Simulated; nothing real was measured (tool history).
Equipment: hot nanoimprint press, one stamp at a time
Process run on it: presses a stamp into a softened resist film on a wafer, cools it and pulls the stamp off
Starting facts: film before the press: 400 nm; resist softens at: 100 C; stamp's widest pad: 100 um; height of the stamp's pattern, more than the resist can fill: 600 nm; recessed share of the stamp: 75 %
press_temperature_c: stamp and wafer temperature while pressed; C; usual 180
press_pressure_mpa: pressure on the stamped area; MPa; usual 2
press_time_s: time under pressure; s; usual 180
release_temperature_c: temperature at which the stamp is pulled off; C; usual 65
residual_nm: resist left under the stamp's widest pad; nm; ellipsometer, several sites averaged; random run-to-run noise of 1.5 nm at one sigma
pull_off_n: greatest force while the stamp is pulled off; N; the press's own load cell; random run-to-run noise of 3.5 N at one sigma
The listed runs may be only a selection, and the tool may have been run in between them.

run   hour  press_temperature_c  press_pressure_mpa  press_time_s  release_temperature_c  residual_nm  pull_off_n
  1      0                  180                   2           180                     65        245.3         200
  2   54.7                  180                 1.5           180                     65        278.5         205
      98.4  -- plate thermocouple calibrated
  3  120.1                  180                 1.5           180                     65          279         220
  4  157.1                  180                 1.5           180                     65        280.9         223
  5  200.5                  180                 1.7           180                     65        270.1         231
  6  245.5                  180                   2           180                     65        253.4         232
  7  300.8                  180                   2           180                     65        256.8         251
  8  364.3                  180                   2           180                     65        258.4         252
     375.3  -- stamp cleaned and given a new release coat
  9  408.6                  180                   2           180                     65        260.7         177
       458  -- plate thermocouple calibrated, once more
 10  459.7                  182                   2           180                     65        220.7         180
 11  528.4                  182                   2           180                     65        223.8         187
 12  577.5                  182                   2           180                     65          228         194
 13  612.7                  182                   2           180                     65        226.8         196
 14  671.5                  182                2.21            92                     70        263.4         184
 15  704.5                  180                   2           343                     67        203.1         205
 16  753.7                  180                2.76           180                     64        214.4         219
 17  818.6                  180                2.14           235                     65        223.3         221
 18  859.4                  178                3.07           205                     68        212.8         211
     865.7  -- plate thermocouple calibrated
 19  916.8                  178                3.07           205                     68        207.2         217
 20  958.5                  178                2.19           205                     71          241         214

Consider 5 possible next runs. They are alternatives, not a sequence: every one starts from the tool as it was left by run 20. What does each give?
  A  1022.2                  188                2.19           120                     71            ?           ?
  B  1022.2                  178                2.19           188                     58            ?           ?
  C  1022.2                  181                2.19           142                     71            ?           ?
  D  1022.2                  178                1.76           102                     50            ?           ?
  E  1022.2                  173                   2           108                     60            ?           ?

run  residual_nm  pull_off_n
  A        203.9         218
  B        250.6         270
  C          241         216
  D        310.1         292
  E        329.4         253
The same runs, with their run-to-run variation unchanged, on a tool lacking any hidden condition would have given:
run  residual_nm  pull_off_n
  A        193.9         151
  B        239.5         186
  C        230.2         150
  D        301.7         201
  E        321.2         174

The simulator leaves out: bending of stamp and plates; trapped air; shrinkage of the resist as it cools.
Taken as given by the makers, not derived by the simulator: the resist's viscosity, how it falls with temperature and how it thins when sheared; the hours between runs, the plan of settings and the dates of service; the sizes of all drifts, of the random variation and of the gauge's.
